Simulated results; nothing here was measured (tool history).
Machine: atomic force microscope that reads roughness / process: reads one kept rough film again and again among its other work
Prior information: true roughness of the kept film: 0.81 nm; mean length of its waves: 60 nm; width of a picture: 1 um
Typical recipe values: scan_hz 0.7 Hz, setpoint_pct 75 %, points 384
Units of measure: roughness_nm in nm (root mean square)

run 1 hour=0 | scan_hz=0.7 setpoint_pct=75 points=384 | roughness_nm=0.739
-- hour=20.3 new tip fitted
run 2 hour=62.1 | scan_hz=0.7 setpoint_pct=75 points=384 | roughness_nm=0.74
run 3 hour=112.8 | scan_hz=0.7 setpoint_pct=74 points=384 | roughness_nm=0.742
run 4 hour=170.6 | scan_hz=0.7 setpoint_pct=74 points=384 | roughness_nm=0.741
-- hour=178.6 new tip fitted
run 5 hour=248 | scan_hz=0.7 setpoint_pct=74 points=384 | roughness_nm=0.744
run 6 hour=300.9 | scan_hz=0.7 setpoint_pct=76 points=384 | roughness_nm=0.734
-- hour=339.8 new tip fitted
-- hour=351.2 height scale calibrated on a step standard
run 7 hour=374.5 | scan_hz=1.021 setpoint_pct=76 points=384 | roughness_nm=0.736
run 8 hour=431.5 | scan_hz=0.7 setpoint_pct=75 points=384 | roughness_nm=0.758
run 9 hour=472.4 | scan_hz=0.7 setpoint_pct=75 points=384 | roughness_nm=0.752
-- hour=498.1 new tip fitted
run 10 hour=547.1 | scan_hz=0.7 setpoint_pct=75 points=384 | roughness_nm=0.757
run 11 hour=589 | scan_hz=0.7 setpoint_pct=75 points=384 | roughness_nm=0.756
run 12 hour=648.1 | scan_hz=0.7 setpoint_pct=75 points=384 | roughness_nm=0.753
-- hour=657.1 new tip fitted
run 13 hour=723.3 | scan_hz=0.7 setpoint_pct=75 points=384 | roughness_nm=0.752
run 14 hour=783.4 | scan_hz=0.7 setpoint_pct=75 points=572 | roughness_nm=0.75
-- hour=817.3 new tip fitted
run 15 hour=853 | scan_hz=0.7 setpoint_pct=75 points=572 | roughness_nm=0.758
run 16 hour=938 | scan_hz=0.628 setpoint_pct=75 points=384 | roughness_nm=0.755
-- hour=975.7 new tip fitted
run 17 hour=998 | scan_hz=0.628 setpoint_pct=75 points=384 | roughness_nm=0.762
run 18 hour=1047.6 | scan_hz=1.813 setpoint_pct=75 points=384 | roughness_nm=0.697
run 19 hour=1115.7 | scan_hz=1.813 setpoint_pct=75 points=384 | roughness_nm=0.691
-- hour=1136.7 new tip fitted
run 20 hour=1150.9 | scan_hz=0.7 setpoint_pct=75 points=384 | roughness_nm=0.755
run 21 hour=1185.8 | scan_hz=0.7 setpoint_pct=78 points=384 | roughness_nm=0.745
run 22 hour=1231.3 | scan_hz=0.7 setpoint_pct=75 points=384 | roughness_nm=0.752
run 23 hour=1281.6 | scan_hz=3.318 setpoint_pct=65 points=435 | roughness_nm=0.684
-- hour=1294.7 new tip fitted
run 24 hour=1346.6 | scan_hz=3.318 setpoint_pct=65 points=435 | roughness_nm=0.69
run 25 hour=1385.9 | scan_hz=1.467 setpoint_pct=68 points=610 | roughness_nm=0.734
-- hour=1453.7 new tip fitted
run 26 hour=1462.5 | scan_hz=0.553 setpoint_pct=83 points=610 | roughness_nm=0.748
run 27 hour=1504.1 | scan_hz=3.518 setpoint_pct=83 points=258 | roughness_nm=0.552
run 28 hour=1571.2 | scan_hz=3.145 setpoint_pct=69 points=384 | roughness_nm=0.667
run 29 hour=1607 | scan_hz=2.995 setpoint_pct=69 points=384 | roughness_nm=0.67
-- hour=1614.1 new tip fitted
run 30 hour=1655.9 | scan_hz=2.635 setpoint_pct=69 points=396 | roughness_nm=0.688
run 31 hour=1724.6 | scan_hz=2.635 setpoint_pct=69 points=396 | roughness_nm=0.682
-- hour=1770.1 new tip fitted
run 32 hour=1787.3 | scan_hz=2.635 setpoint_pct=69 points=429 | roughness_nm=0.688
run 33 hour=1866.5 | scan_hz=2.635 setpoint_pct=69 points=429 | roughness_nm=0.685
-- hour=1930.1 new tip fitted
run 34 hour=1930.1 | scan_hz=2.635 setpoint_pct=76 points=428 | roughness_nm=0.648
run 35 hour=1967 | scan_hz=1.151 setpoint_pct=79 points=384 | roughness_nm=0.71
run 36 hour=2002.8 | scan_hz=1.151 setpoint_pct=79 points=384 | roughness_nm=0.71
-- hour=2086.8 new tip fitted
run 37 hour=2086.8 | scan_hz=0.7 setpoint_pct=84 points=507 | roughness_nm=0.729
run 38 hour=2162 | scan_hz=0.7 setpoint_pct=84 points=507 | roughness_nm=0.726
run 39 hour=2196.7 | scan_hz=0.7 setpoint_pct=80 points=709 | roughness_nm=0.732
-- hour=2244.2 new tip fitted
run 40 hour=2244.2 | scan_hz=0.7 setpoint_pct=80 points=709 | roughness_nm=0.74

Run 41, settings as shown, results not yet in. Your forecast:
run 41 hour=2301.4 | scan_hz=0.7 setpoint_pct=59 points=1017 | roughness_nm=?

Run 41 came out at roughness_nm 0.776 nm (root mean square).
Had the tool carried no hidden state, the very same run would have given roughness_nm 0.789 nm (root mean square).

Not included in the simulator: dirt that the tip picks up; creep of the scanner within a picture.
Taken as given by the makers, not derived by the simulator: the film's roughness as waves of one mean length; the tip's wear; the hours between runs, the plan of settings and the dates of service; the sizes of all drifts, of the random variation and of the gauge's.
